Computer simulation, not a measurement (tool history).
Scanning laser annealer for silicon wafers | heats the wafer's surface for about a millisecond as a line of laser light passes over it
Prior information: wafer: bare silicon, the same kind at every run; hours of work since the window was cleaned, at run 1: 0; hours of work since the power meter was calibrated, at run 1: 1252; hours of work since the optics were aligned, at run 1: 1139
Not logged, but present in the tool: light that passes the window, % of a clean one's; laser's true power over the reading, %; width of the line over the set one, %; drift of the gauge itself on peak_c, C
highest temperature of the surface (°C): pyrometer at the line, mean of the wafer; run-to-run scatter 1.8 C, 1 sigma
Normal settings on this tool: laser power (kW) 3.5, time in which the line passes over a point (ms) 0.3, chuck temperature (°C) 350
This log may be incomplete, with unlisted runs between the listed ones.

run    hour  laser power (kW)  time in which the line passes over a point (ms)  chuck temperature (°C)  hours of work since the window was cleaned  hours of work since the power meter was calibrated  hours of work since the optics were aligned  highest temperature of the surface (°C)
  1       0               3.5                                              0.3                     350                                           0                                                1252                                         1139                                     1030
  2    69.5               3.5                                              0.3                     350                                          55                                                1306                                         1194                                     1029
  3   109.4             3.182                                              0.3                     350                                          86                                                1338                                         1226                                      955
  4   170.9             3.182                                              0.3                     350                                         135                                                1386                                         1274                                      951
  5   209.6             3.182                                            0.374                     350                                         165                                                1417                                         1305                                     1008
  6   261.7               3.5                                              0.3                     350                                         207                                                1458                                         1346                                     1022
  7   298.3               3.5                                              0.3                     350                                         235                                                1487                                         1375                                     1021
  8   372.2               3.5                                              0.3                     350                                         294                                                1545                                         1433                                     1019
  9   425.1               3.5                                              0.3                     350                                         336                                                1587                                         1475                                     1015
 10   478.6             2.992                                              0.3                     350                                         378                                                1629                                         1517                                      899
 11   536.4             2.992                                              0.3                     350                                         423                                                1675                                         1563                                      899
 12     596             2.992                                              0.3                     350                                         471                                                1722                                         1610                                      895
 13   636.7               3.5                                              0.3                     350                                         503                                                1754                                         1642                                     1007
 14   714.6               3.5                                              0.3                     350                                         564                                                1816                                         1703                                     1005
 15   749.8               3.5                                              0.3                     350                                         592                                                1843                                         1731                                     1005
      773.5  -- window over the wafer cleaned
 16   819.6             3.084                                              0.3                     350                                          36                                                1897                                         1785                                      927
        831  -- optics aligned, line set to its width
 17   878.8             3.084                                              0.3                     350                                          79                                                1940                                           38                                      944
 18     912             3.084                                              0.3                     350                                         105                                                1966                                           64                                      942
 19   961.1             3.084                                              0.3                     350                                         144                                                2005                                          103                                      944
 20  1033.2               3.5                                            0.375                     350                                         201                                                2062                                          160                                     1102
 21  1110.3               3.5                                            0.375                     350                                         262                                                2122                                          220                                     1102
 22  1169.5               3.5                                            0.375                     350                                         309                                                2169                                          267                                     1096
 23  1207.8               3.5                                            0.375                     350                                         339                                                2199                                          297                                     1098
 24  1281.2               3.5                                            0.375                     350                                         397                                                2257                                          355                                     1093
 25  1321.6               3.5                                            0.375                     334                                         429                                                2289                                          387                                     1075
 26  1398.8               3.5                                            0.375                     334                                         490                                                2350                                          448                                     1073
 27    1469             3.597                                            0.298                     323                                         545                                                2406                                          504                                     1014
 28  1522.2             2.986                                              0.3                     319                                         587                                                2448                                          546                                      871
     1551.1  -- window over the wafer cleaned
 29  1599.7             2.978                                            0.274                     378                                          38                                                2507                                          605                                      919
 30  1667.5               3.5                                              0.3                     334                                          92                                                2561                                          659                                     1011
 31  1736.7             3.439                                            0.277                     350                                         146                                                2615                                          713                                      992
 32  1802.9             3.439                                            0.277                     350                                         199                                                2668                                          766                                      987
 33  1878.1             3.439                                            0.277                     350                                         258                                                2727                                          825                                      987
 34  1937.4             3.439                                            0.277                     350                                         305                                                2774                                          872                                      985
 35  1989.6             3.505                                            0.315                     336                                         346                                                2815                                          913                                     1020
 36  2048.4             3.505                                            0.315                     336                                         393                                                2861                                          959                                     1013
 37  2088.3             3.262                                             0.25                     350                                         424                                                2893                                          991                                      913
 38  2150.7               3.5                                            0.254                     374                                         473                                                2942                                         1040                                      995
 39  2195.8               3.5                                            0.222                     350                                         509                                                2978                                         1076                                      934
 40  2235.4             3.507                                            0.271                     324                                         540                                                3009                                         1107                                      960

Consider 5 possible next runs. They are alternatives, not a sequence: every one starts from the tool as it was left by run 40. What does each give?
  A  2310.9               3.5                                            0.295                     350                                         600                                                3069                                         1167                                        ?
  B  2310.9             3.228                                            0.253                     339                                         600                                                3069                                         1167                                        ?
  C  2310.9             3.727                                            0.271                     324                                         600                                                3069                                         1167                                        ?
  D  2310.9             3.401                                              0.3                     379                                         600                                                3069                                         1167                                        ?
  E  2310.9              3.55                                             0.25                     324                                         600                                                3069                                         1167                                        ?

run  highest temperature of the surface (°C)
  A                                      999
  B                                      893
  C                                     1002
  D                                     1014
  E                                      943
With the hidden condition removed and each run's random variation left untouched, the same runs would have given:
run  highest temperature of the surface (°C)
  A                                     1044
  B                                      932
  C                                     1049
  D                                     1058
  E                                      986

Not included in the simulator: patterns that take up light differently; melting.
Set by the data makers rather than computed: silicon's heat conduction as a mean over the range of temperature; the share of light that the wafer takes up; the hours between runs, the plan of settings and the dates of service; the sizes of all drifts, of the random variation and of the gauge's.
